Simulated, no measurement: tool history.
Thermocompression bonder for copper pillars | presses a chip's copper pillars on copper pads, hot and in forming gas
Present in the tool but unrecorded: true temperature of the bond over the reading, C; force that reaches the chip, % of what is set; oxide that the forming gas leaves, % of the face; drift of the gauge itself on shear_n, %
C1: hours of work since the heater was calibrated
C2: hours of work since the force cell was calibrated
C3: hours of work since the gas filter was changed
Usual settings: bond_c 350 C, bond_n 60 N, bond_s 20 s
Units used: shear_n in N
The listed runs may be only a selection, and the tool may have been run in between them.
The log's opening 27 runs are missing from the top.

Run 28, day 27.721: usual settings but bond_s 23 s; C1 90; C2 809; C3 76. Result: shear_n 68.8 N.
Run 29, day 28.392: usual settings but bond_c 326 C, bond_n 44 N; C1 97; C2 815; C3 83. Result: shear_n 43.3 N.
Run 30, day 29.417: usual settings but bond_c 326 C, bond_n 70 N, bond_s 17 s; C1 107; C2 825; C3 93. Result: shear_n 60 N.
Run 31, day 30.904: usual settings but bond_n 56 N, bond_s 19 s; C1 121; C2 840; C3 107. Result: shear_n 62.9 N.
Run 32, day 31.638: usual settings but bond_c 372 C, bond_n 39 N, bond_s 17 s; C1 128; C2 847; C3 114. Result: shear_n 53.7 N.
Run 33, day 33.079: usual settings but bond_c 372 C, bond_n 39 N, bond_s 17 s; C1 142; C2 861; C3 128. Result: shear_n 53.9 N.
Run 34, day 33.8: usual settings but bond_s 16 s; C1 149; C2 868; C3 135. Result: shear_n 62.4 N.
Run 35, day 35.308: usual settings but bond_s 16 s; C1 164; C2 883; C3 150. Result: shear_n 61.5 N.
Run 36, day 35.921: usual settings but bond_n 79 N; C1 170; C2 889; C3 156. Result: shear_n 74.4 N.
Run 37, day 36.942: usual settings but bond_n 79 N; C1 180; C2 899; C3 166. Result: shear_n 74.6 N.
Run 38, day 37.9: usual settings but bond_c 342 C, bond_n 37 N, bond_s 29 s; C1 190; C2 908; C3 176. Result: shear_n 47.4 N.
Run 39, day 39.171: usual settings but bond_n 44 N, bond_s 13 s; C1 202; C2 921; C3 188. Result: shear_n 45.3 N.

What if the next run were any one of these 3? Each begins from the tool's condition after run 39:
Run A, day 40.392: usual settings but bond_n 47 N; C1 214; C2 933; C3 200. Result: shear_n ?.
Run B, day 40.392: usual settings but bond_c 322 C, bond_n 58 N, bond_s 19 s; C1 214; C2 933; C3 200. Result: shear_n ?.
Run C, day 40.392: usual settings but bond_c 365 C, bond_n 44 N, bond_s 13 s; C1 214; C2 933; C3 200. Result: shear_n ?.

run  shear_n
  A     54.2
  B     49.9
  C     50.8
What these runs would have given with no unlogged condition in the tool:
run  shear_n
  A     56.3
  B     51.7
  C     52.6

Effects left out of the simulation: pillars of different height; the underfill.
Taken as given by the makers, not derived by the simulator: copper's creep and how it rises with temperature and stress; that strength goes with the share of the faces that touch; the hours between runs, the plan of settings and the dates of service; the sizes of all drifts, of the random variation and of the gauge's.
